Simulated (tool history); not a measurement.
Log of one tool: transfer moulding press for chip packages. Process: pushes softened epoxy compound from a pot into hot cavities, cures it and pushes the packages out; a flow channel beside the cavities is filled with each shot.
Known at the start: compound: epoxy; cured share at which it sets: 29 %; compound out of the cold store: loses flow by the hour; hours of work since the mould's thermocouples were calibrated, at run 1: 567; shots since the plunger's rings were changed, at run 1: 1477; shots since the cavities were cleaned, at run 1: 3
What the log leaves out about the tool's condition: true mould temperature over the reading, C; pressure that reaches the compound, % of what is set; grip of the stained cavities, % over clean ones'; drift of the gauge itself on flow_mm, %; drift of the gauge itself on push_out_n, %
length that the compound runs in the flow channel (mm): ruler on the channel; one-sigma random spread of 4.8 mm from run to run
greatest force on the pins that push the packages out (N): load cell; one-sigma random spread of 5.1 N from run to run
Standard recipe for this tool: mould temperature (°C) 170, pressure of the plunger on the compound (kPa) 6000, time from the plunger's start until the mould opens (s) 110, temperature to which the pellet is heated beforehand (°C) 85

| run | hour | mould temperature (°C) | pressure of the plunger on the compound (kPa) | time from the plunger's start until the mould opens (s) | temperature to which the pellet is heated beforehand (°C) | hours of work since the mould's thermocouples were calibrated | shots since the plunger's rings were changed | shots since the cavities were cleaned | incoming compound's hours out of the cold store | length that the compound runs in the flow channel (mm) | greatest force on the pins that push the packages out (N) |
|---|---|---|---|---|---|---|---|---|---|---|---|
| 1 | 0 | 170 | 6000 | 110 | 85 | 567 | 1477 | 3 | 20.2 | 888 | 164 |
| 2 | 29.8 | 170 | 6000 | 110 | 85 | 585 | 1763 | 289 | 25 | 865 | 204 |
|  | 49.2 | cavities cleaned with cleaning compound and waxed |
| 3 | 49.2 | 170 | 6000 | 110 | 85 | 595 | 1934 | 0 | 43.5 | 773 | 177 |
| 4 | 68.8 | 170 | 6000 | 110 | 85 | 607 | 2122 | 188 | 47 | 760 | 188 |
| 5 | 93.4 | 170 | 6000 | 110 | 83 | 621 | 2358 | 424 | 42.6 | 769 | 214 |
|  | 98.6 | cavities cleaned with cleaning compound and waxed |
|  | 116 | plunger's sealing rings changed |
| 6 | 126.9 | 170 | 6000 | 110 | 85 | 639 | 105 | 248 | 40.4 | 820 | 195 |
|  | 152.3 | cavities cleaned with cleaning compound and waxed |
| 7 | 157 | 170 | 6100 | 110 | 85 | 656 | 378 | 44 | 8.5 | 991 | 180 |
| 8 | 173.2 | 170 | 6100 | 110 | 85 | 665 | 534 | 200 | 47.9 | 786 | 184 |
| 9 | 186.8 | 170 | 6100 | 110 | 85 | 673 | 664 | 330 | 19.6 | 914 | 201 |
|  | 202.7 | cavities cleaned with cleaning compound and waxed |
| 10 | 203.8 | 170 | 6100 | 110 | 85 | 682 | 813 | 10 | 17.6 | 921 | 168 |
| 11 | 217.2 | 170 | 6100 | 110 | 85 | 690 | 941 | 138 | 41.1 | 812 | 185 |
| 12 | 238.6 | 170 | 6100 | 110 | 85 | 703 | 1146 | 343 | 23.5 | 894 | 214 |
|  | 253 | cavities cleaned with cleaning compound and waxed |
| 13 | 253.6 | 170 | 7130 | 110 | 85 | 711 | 1276 | 6 | 35.2 | 902 | 170 |
| 14 | 284.3 | 170 | 6410 | 110 | 85 | 729 | 1570 | 300 | 12.7 | 968 | 204 |
|  | 303.5 | cavities cleaned with cleaning compound and waxed |
| 15 | 304.6 | 170 | 5590 | 131 | 94 | 740 | 1750 | 11 | 11.8 | 899 | 169 |
| 16 | 318.6 | 170 | 5590 | 131 | 94 | 748 | 1884 | 145 | 26.2 | 815 | 171 |
| 17 | 332.1 | 165 | 6000 | 110 | 85 | 756 | 2013 | 274 | 41.8 | 795 | 232 |
| 18 | 350.7 | 176 | 6000 | 92 | 85 | 767 | 2192 | 453 | 32.9 | 804 | 223 |
|  | 354.6 | cavities cleaned with cleaning compound and waxed |
| 19 | 368.3 | 176 | 6000 | 92 | 85 | 776 | 2346 | 132 | 27.5 | 824 | 189 |
|  | 379.8 | mould's thermocouples calibrated |
|  | 392.9 | plunger's sealing rings changed |
| 20 | 404 | 176 | 6000 | 92 | 85 | 13 | 107 | 431 | 46.6 | 782 | 210 |
|  | 409.8 | cavities cleaned with cleaning compound and waxed |
| 21 | 420.8 | 176 | 6000 | 92 | 85 | 22 | 254 | 106 | 30.7 | 843 | 184 |
| 22 | 438.9 | 176 | 6000 | 92 | 85 | 32 | 427 | 279 | 10.8 | 956 | 213 |
|  | 459.6 | cavities cleaned with cleaning compound and waxed |
| 23 | 471.4 | 176 | 6000 | 92 | 85 | 51 | 724 | 113 | 15.6 | 918 | 195 |
| 24 | 490.3 | 176 | 6000 | 92 | 85 | 62 | 905 | 294 | 44.7 | 771 | 206 |
|  | 508.5 | cavities cleaned with cleaning compound and waxed |
| 25 | 511.5 | 176 | 6000 | 108 | 85 | 73 | 1094 | 28 | 40.9 | 784 | 169 |
| 26 | 535.7 | 176 | 6000 | 108 | 85 | 88 | 1326 | 260 | 42.1 | 777 | 185 |
|  | 558.2 | cavities cleaned with cleaning compound and waxed |
| 27 | 558.6 | 170 | 4880 | 110 | 94 | 100 | 1531 | 4 | 37.5 | 727 | 171 |
| 28 | 573.7 | 170 | 4880 | 110 | 94 | 109 | 1676 | 149 | 35.8 | 738 | 198 |

Measured minus without-hidden-state, run by run (identical run-to-run variation in each term; gauge scatter may differ):
| run | length that the compound runs in the flow channel (mm) | greatest force on the pins that push the packages out (N) |
|---|---|---|
| 1 | -35 | -3 |
| 2 | -39 | +33 |
| 3 | -38 | -1 |
| 4 | -41 | +23 |
| 5 | -46 | +44 |
| 6 | -8 | +31 |
| 7 | -15 | +2 |
| 8 | -14 | +21 |
| 9 | -19 | +33 |
| 10 | -23 | -2 |
| 11 | -22 | +15 |
| 12 | -28 | +37 |
| 13 | -31 | -1 |
| 14 | -41 | +34 |
| 15 | -41 | +5 |
| 16 | -40 | +21 |
| 17 | -42 | +32 |
| 18 | -45 | +47 |
| 19 | -49 | +19 |
| 20 | -2 | +50 |
| 21 | -4 | +18 |
| 22 | -8 | +37 |
| 23 | -14 | +22 |
| 24 | -14 | +39 |
| 25 | -18 | +7 |
| 26 | -21 | +32 |
| 27 | -24 | +3 |
| 28 | -27 | +23 |
